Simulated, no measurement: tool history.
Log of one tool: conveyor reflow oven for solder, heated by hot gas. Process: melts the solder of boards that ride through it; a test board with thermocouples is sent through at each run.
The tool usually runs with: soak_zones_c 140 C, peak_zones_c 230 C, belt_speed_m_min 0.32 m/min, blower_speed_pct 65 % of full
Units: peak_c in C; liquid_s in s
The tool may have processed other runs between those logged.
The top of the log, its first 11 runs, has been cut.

{"run": 12, "day": 4.942, "soak_zones_c": 140, "peak_zones_c": 230, "belt_speed_m_min": 0.32, "blower_speed_pct": 65, "peak_c": 215.8, "liquid_s": 83.1}
{"run": 13, "day": 5.225, "soak_zones_c": 140, "peak_zones_c": 230, "belt_speed_m_min": 0.32, "blower_speed_pct": 65, "peak_c": 215.6, "liquid_s": 83.5}
{"run": 14, "day": 5.658, "soak_zones_c": 140, "peak_zones_c": 230, "belt_speed_m_min": 0.32, "blower_speed_pct": 58, "peak_c": 214.1, "liquid_s": 80.9}
{"run": 15, "day": 5.942, "soak_zones_c": 144, "peak_zones_c": 230, "belt_speed_m_min": 0.32, "blower_speed_pct": 65, "peak_c": 216.4, "liquid_s": 86.5}
{"run": 16, "day": 6.433, "soak_zones_c": 132, "peak_zones_c": 230, "belt_speed_m_min": 0.32, "blower_speed_pct": 65, "peak_c": 214, "liquid_s": 77.1}
{"run": 17, "day": 7.1, "soak_zones_c": 132, "peak_zones_c": 230, "belt_speed_m_min": 0.32, "blower_speed_pct": 65, "peak_c": 214.1, "liquid_s": 76.4}
{"run": 18, "day": 7.65, "soak_zones_c": 147, "peak_zones_c": 225, "belt_speed_m_min": 0.32, "blower_speed_pct": 65, "peak_c": 212.7, "liquid_s": 83.7}
{"run": 19, "day": 8.162, "soak_zones_c": 147, "peak_zones_c": 225, "belt_speed_m_min": 0.32, "blower_speed_pct": 65, "peak_c": 212.5, "liquid_s": 84}
{"run": 20, "day": 8.8, "soak_zones_c": 139, "peak_zones_c": 220, "belt_speed_m_min": 0.32, "blower_speed_pct": 65, "peak_c": 206.6, "liquid_s": 70.6}

Run 21 comes next. What will it give?
{"day": 9.425, "done": "thermocouples of zones 6 and 7 changed"}
{"run": 21, "day": 9.462, "soak_zones_c": 140, "peak_zones_c": 231, "belt_speed_m_min": 0.376, "blower_speed_pct": 65, "peak_c": "?", "liquid_s": "?"}

Logged for run 21: peak_c 208.2 C, liquid_s 60.1 s.
Without the tool's hidden state the same run would have given peak_c 210.5 C, liquid_s 63.5 s.
